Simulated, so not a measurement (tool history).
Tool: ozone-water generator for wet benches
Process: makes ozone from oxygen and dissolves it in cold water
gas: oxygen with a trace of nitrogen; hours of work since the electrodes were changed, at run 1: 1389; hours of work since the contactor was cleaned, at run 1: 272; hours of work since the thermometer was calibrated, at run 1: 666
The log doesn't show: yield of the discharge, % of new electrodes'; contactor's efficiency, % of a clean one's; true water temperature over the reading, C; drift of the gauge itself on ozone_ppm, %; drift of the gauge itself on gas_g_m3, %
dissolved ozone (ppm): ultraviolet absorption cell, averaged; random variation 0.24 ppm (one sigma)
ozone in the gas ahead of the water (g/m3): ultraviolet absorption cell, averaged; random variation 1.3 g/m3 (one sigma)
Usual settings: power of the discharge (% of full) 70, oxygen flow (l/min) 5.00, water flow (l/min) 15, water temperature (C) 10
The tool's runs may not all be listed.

| run | hour | power of the discharge (% of full) | oxygen flow (l/min) | water flow (l/min) | water temperature (C) | hours of work since the electrodes were changed | hours of work since the contactor was cleaned | hours of work since the thermometer was calibrated | dissolved ozone (ppm) | ozone in the gas ahead of the water (g/m3) |
|---|---|---|---|---|---|---|---|---|---|---|
| 1 | 0.0 | 70 | 5.00 | 15 | 10 | 1389 | 272 | 666 | 33.6 | 214.7 |
| 2 | 16.7 | 70 | 5.00 | 15 | 10 | 1403 | 286 | 680 | 33.8 | 213.3 |
| 3 | 37.1 | 70 | 5.00 | 15 | 10 | 1420 | 303 | 697 | 34.0 | 212.8 |
| 4 | 67.0 | 70 | 5.00 | 15 | 10 | 1444 | 328 | 721 | 33.4 | 213.6 |
| 5 | 102.3 | 70 | 5.00 | 15 | 10 | 1474 | 357 | 751 | 33.5 | 213.9 |
| 6 | 132.0 | 70 | 5.00 | 22 | 10 | 1498 | 381 | 775 | 25.0 | 213.3 |
| 7 | 160.3 | 70 | 5.00 | 19 | 10 | 1521 | 405 | 798 | 27.9 | 210.9 |
| 8 | 188.8 | 70 | 5.00 | 19 | 10 | 1545 | 428 | 822 | 28.1 | 211.6 |
| 9 | 205.8 | 70 | 5.00 | 19 | 10 | 1559 | 442 | 836 | 27.9 | 211.3 |
| 10 | 235.7 | 70 | 5.00 | 19 | 10 | 1584 | 467 | 861 | 27.9 | 211.1 |
| 11 | 258.8 | 70 | 5.00 | 19 | 10 | 1603 | 486 | 880 | 28.1 | 210.7 |
| 12 | 282.5 | 70 | 5.00 | 19 | 10 | 1622 | 506 | 899 | 27.4 | 211.2 |
| 13 | 305.8 | 70 | 5.00 | 19 | 10 | 1642 | 525 | 919 | 27.8 | 211.2 |
| 14 | 341.8 | 42 | 5.00 | 12 | 10 | 1671 | 555 | 948 | 27.5 | 149.6 |
| 15 | 363.2 | 42 | 5.00 | 12 | 10 | 1689 | 572 | 966 | 27.8 | 150.9 |
| 16 | 391.2 | 42 | 5.00 | 12 | 10 | 1712 | 595 | 989 | 27.2 | 148.7 |
| 17 | 411.6 | 72 | 3.99 | 19 | 13 | 1729 | 612 | 1006 | 25.7 | 234.3 |
| 18 | 427.4 | 72 | 3.99 | 19 | 13 | 1742 | 625 | 1019 | 25.5 | 232.3 |
|  | 431.0 | water thermometer calibrated |
| 19 | 449.6 | 51 | 4.15 | 11 | 5 | 1760 | 643 | 15 | 35.1 | 180.8 |
| 20 | 485.5 | 70 | 5.00 | 19 | 5 | 1790 | 673 | 45 | 29.0 | 210.1 |
|  | 497.8 | water thermometer calibrated, once more |
| 21 | 505.0 | 92 | 7.00 | 23 | 11 | 1805 | 689 | 6 | 30.0 | 220.4 |
| 22 | 527.9 | 92 | 7.00 | 23 | 11 | 1824 | 708 | 25 | 29.9 | 219.0 |
| 23 | 552.0 | 93 | 5.00 | 15 | 10 | 1844 | 727 | 45 | 39.5 | 252.6 |
| 24 | 578.0 | 93 | 5.00 | 15 | 10 | 1866 | 749 | 66 | 39.8 | 252.6 |
| 25 | 593.7 | 70 | 5.00 | 16 | 10 | 1879 | 762 | 79 | 31.5 | 208.0 |

Forecast each of these 3 alternatives for the next run:
| A | 625.8 | 40 | 5.00 | 16 | 10 | 1905 | 788 | 106 | ? | ? |
| B | 625.8 | 82 | 5.58 | 16 | 10 | 1905 | 788 | 106 | ? | ? |
| C | 625.8 | 70 | 6.38 | 10 | 13 | 1905 | 788 | 106 | ? | ? |

| run | dissolved ozone (ppm) | ozone in the gas ahead of the water (g/m3) |
|---|---|---|
| A | 21.3 | 144.7 |
| B | 35.3 | 222.5 |
| C | 40.9 | 188.7 |
Without the tool's hidden state the same runs would have given:
| run | dissolved ozone (ppm) | ozone in the gas ahead of the water (g/m3) |
|---|---|---|
| A | 22.9 | 154.2 |
| B | 40.1 | 249.9 |
| C | 45.7 | 209.5 |

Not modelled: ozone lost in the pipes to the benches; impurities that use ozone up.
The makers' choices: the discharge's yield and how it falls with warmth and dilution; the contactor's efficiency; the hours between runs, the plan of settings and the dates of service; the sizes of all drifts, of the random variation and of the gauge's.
